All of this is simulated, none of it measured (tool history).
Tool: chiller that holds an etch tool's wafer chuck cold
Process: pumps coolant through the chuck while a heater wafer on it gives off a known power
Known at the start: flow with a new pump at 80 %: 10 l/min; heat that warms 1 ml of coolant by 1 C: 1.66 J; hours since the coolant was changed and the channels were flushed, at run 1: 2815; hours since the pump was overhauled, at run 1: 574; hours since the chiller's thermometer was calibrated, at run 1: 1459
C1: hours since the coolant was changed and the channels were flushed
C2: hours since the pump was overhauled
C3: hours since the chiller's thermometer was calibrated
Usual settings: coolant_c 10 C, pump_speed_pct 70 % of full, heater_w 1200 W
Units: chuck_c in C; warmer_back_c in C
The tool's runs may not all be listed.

{"run": 1, "hour": 0.0, "coolant_c": 10, "pump_speed_pct": 70, "heater_w": 1200, "C1": 2815, "C2": 574, "C3": 1459, "chuck_c": 21.5, "warmer_back_c": 4.93}
{"run": 2, "hour": 25.2, "coolant_c": 10, "pump_speed_pct": 70, "heater_w": 1200, "C1": 2840, "C2": 599, "C3": 1484, "chuck_c": 21.4, "warmer_back_c": 4.97}
{"run": 3, "hour": 53.5, "coolant_c": 10, "pump_speed_pct": 92, "heater_w": 1200, "C1": 2869, "C2": 627, "C3": 1512, "chuck_c": 19, "warmer_back_c": 3.75}
{"run": 4, "hour": 70.4, "coolant_c": 1, "pump_speed_pct": 92, "heater_w": 1200, "C1": 2886, "C2": 644, "C3": 1529, "chuck_c": 10.1, "warmer_back_c": 3.8}
{"run": 5, "hour": 97.2, "coolant_c": 1, "pump_speed_pct": 92, "heater_w": 1200, "C1": 2912, "C2": 671, "C3": 1556, "chuck_c": 9.9, "warmer_back_c": 3.77}
{"run": 6, "hour": 116.3, "coolant_c": 1, "pump_speed_pct": 92, "heater_w": 1200, "C1": 2931, "C2": 690, "C3": 1575, "chuck_c": 10.1, "warmer_back_c": 3.76}
{"run": 7, "hour": 146.3, "coolant_c": 1, "pump_speed_pct": 92, "heater_w": 1200, "C1": 2962, "C2": 720, "C3": 1605, "chuck_c": 10, "warmer_back_c": 3.7}
{"run": 8, "hour": 164.0, "coolant_c": 1, "pump_speed_pct": 92, "heater_w": 1200, "C1": 2979, "C2": 738, "C3": 1623, "chuck_c": 9.8, "warmer_back_c": 3.7}
{"run": 9, "hour": 182.8, "coolant_c": 1, "pump_speed_pct": 92, "heater_w": 1200, "C1": 2998, "C2": 757, "C3": 1642, "chuck_c": 10.1, "warmer_back_c": 3.78}
{"run": 10, "hour": 214.5, "coolant_c": 1, "pump_speed_pct": 92, "heater_w": 1200, "C1": 3030, "C2": 788, "C3": 1674, "chuck_c": 10, "warmer_back_c": 3.74}
{"run": 11, "hour": 241.8, "coolant_c": 1, "pump_speed_pct": 92, "heater_w": 1200, "C1": 3057, "C2": 816, "C3": 1701, "chuck_c": 10, "warmer_back_c": 3.78}
{"run": 12, "hour": 263.2, "coolant_c": 1, "pump_speed_pct": 92, "heater_w": 1200, "C1": 3078, "C2": 837, "C3": 1722, "chuck_c": 9.9, "warmer_back_c": 3.76}
{"run": 13, "hour": 287.2, "coolant_c": 1, "pump_speed_pct": 92, "heater_w": 1200, "C1": 3102, "C2": 861, "C3": 1746, "chuck_c": 9.9, "warmer_back_c": 3.74}
{"run": 14, "hour": 305.0, "coolant_c": 10, "pump_speed_pct": 94, "heater_w": 1200, "C1": 3120, "C2": 879, "C3": 1764, "chuck_c": 18.7, "warmer_back_c": 3.66}
{"run": 15, "hour": 330.0, "coolant_c": 10, "pump_speed_pct": 94, "heater_w": 1200, "C1": 3145, "C2": 904, "C3": 1789, "chuck_c": 18.8, "warmer_back_c": 3.74}
{"run": 16, "hour": 347.8, "coolant_c": 10, "pump_speed_pct": 94, "heater_w": 1200, "C1": 3163, "C2": 922, "C3": 1807, "chuck_c": 18.7, "warmer_back_c": 3.69}
{"run": 17, "hour": 379.8, "coolant_c": 10, "pump_speed_pct": 70, "heater_w": 1505, "C1": 3195, "C2": 954, "C3": 1839, "chuck_c": 24.3, "warmer_back_c": 6.26}
{"run": 18, "hour": 393.9, "coolant_c": 20, "pump_speed_pct": 75, "heater_w": 771, "C1": 3209, "C2": 968, "C3": 1853, "chuck_c": 26.9, "warmer_back_c": 2.91}
{"run": 19, "hour": 417.5, "coolant_c": 20, "pump_speed_pct": 88, "heater_w": 614, "C1": 3233, "C2": 991, "C3": 1876, "chuck_c": 24.6, "warmer_back_c": 2.05}
{"run": 20, "hour": 440.8, "coolant_c": 12, "pump_speed_pct": 96, "heater_w": 1114, "C1": 3256, "C2": 1015, "C3": 1900, "chuck_c": 20, "warmer_back_c": 3.29}
{"run": 21, "hour": 467.6, "coolant_c": 10, "pump_speed_pct": 65, "heater_w": 1200, "C1": 3283, "C2": 1042, "C3": 1927, "chuck_c": 22.5, "warmer_back_c": 5.36}
{"run": 22, "hour": 492.4, "coolant_c": 6, "pump_speed_pct": 78, "heater_w": 1452, "C1": 3308, "C2": 1066, "C3": 1951, "chuck_c": 18.6, "warmer_back_c": 5.36}
{"run": 23, "hour": 523.8, "coolant_c": 6, "pump_speed_pct": 78, "heater_w": 1452, "C1": 3339, "C2": 1098, "C3": 1983, "chuck_c": 18.6, "warmer_back_c": 5.41}
{"run": 24, "hour": 541.1, "coolant_c": 10, "pump_speed_pct": 66, "heater_w": 1494, "C1": 3356, "C2": 1115, "C3": 2000, "chuck_c": 25.2, "warmer_back_c": 6.58}
{"run": 25, "hour": 568.5, "coolant_c": 19, "pump_speed_pct": 70, "heater_w": 1200, "C1": 3384, "C2": 1142, "C3": 2028, "chuck_c": 30.4, "warmer_back_c": 4.94}
{"run": 26, "hour": 601.4, "coolant_c": 16, "pump_speed_pct": 70, "heater_w": 1172, "C1": 3417, "C2": 1175, "C3": 2060, "chuck_c": 27, "warmer_back_c": 4.91}
{"run": 27, "hour": 626.1, "coolant_c": 16, "pump_speed_pct": 61, "heater_w": 845, "C1": 3441, "C2": 1200, "C3": 2085, "chuck_c": 25.1, "warmer_back_c": 3.99}
{"run": 28, "hour": 650.0, "coolant_c": 4, "pump_speed_pct": 62, "heater_w": 1327, "C1": 3465, "C2": 1224, "C3": 2109, "chuck_c": 18.3, "warmer_back_c": 6.22}
{"run": 29, "hour": 667.2, "coolant_c": 4, "pump_speed_pct": 90, "heater_w": 721, "C1": 3482, "C2": 1241, "C3": 2126, "chuck_c": 9.4, "warmer_back_c": 2.29}
{"run": 30, "hour": 691.6, "coolant_c": 19, "pump_speed_pct": 83, "heater_w": 1200, "C1": 3507, "C2": 1266, "C3": 2151, "chuck_c": 28.9, "warmer_back_c": 4.22}
{"run": 31, "hour": 718.5, "coolant_c": 8, "pump_speed_pct": 99, "heater_w": 1200, "C1": 3534, "C2": 1292, "C3": 2177, "chuck_c": 16.3, "warmer_back_c": 3.52}
{"run": 32, "hour": 742.6, "coolant_c": 3, "pump_speed_pct": 70, "heater_w": 822, "C1": 3558, "C2": 1316, "C3": 2202, "chuck_c": 10.8, "warmer_back_c": 3.42}
{"run": 33, "hour": 773.7, "coolant_c": 16, "pump_speed_pct": 100, "heater_w": 1319, "C1": 3589, "C2": 1348, "C3": 2233, "chuck_c": 25.2, "warmer_back_c": 3.8}

3 ways to go on from here, each from the tool as it stands after run 33. What would each give?
{"run": "A", "hour": 788.4, "coolant_c": 11, "pump_speed_pct": 70, "heater_w": 1200, "C1": 3604, "C2": 1362, "C3": 2247, "chuck_c": "?", "warmer_back_c": "?"}
{"run": "B", "hour": 788.4, "coolant_c": 15, "pump_speed_pct": 83, "heater_w": 1319, "C1": 3604, "C2": 1362, "C3": 2247, "chuck_c": "?", "warmer_back_c": "?"}
{"run": "C", "hour": 788.4, "coolant_c": 8, "pump_speed_pct": 100, "heater_w": 1319, "C1": 3604, "C2": 1362, "C3": 2247, "chuck_c": "?", "warmer_back_c": "?"}

run=A chuck_c=22.8 warmer_back_c=5.03
run=B chuck_c=25.8 warmer_back_c=4.62
run=C chuck_c=17.3 warmer_back_c=3.83
Without the tool's hidden state the same runs would have given:
run=A chuck_c=22.3 warmer_back_c=5.02
run=B chuck_c=25.3 warmer_back_c=4.61
run=C chuck_c=16.9 warmer_back_c=3.82
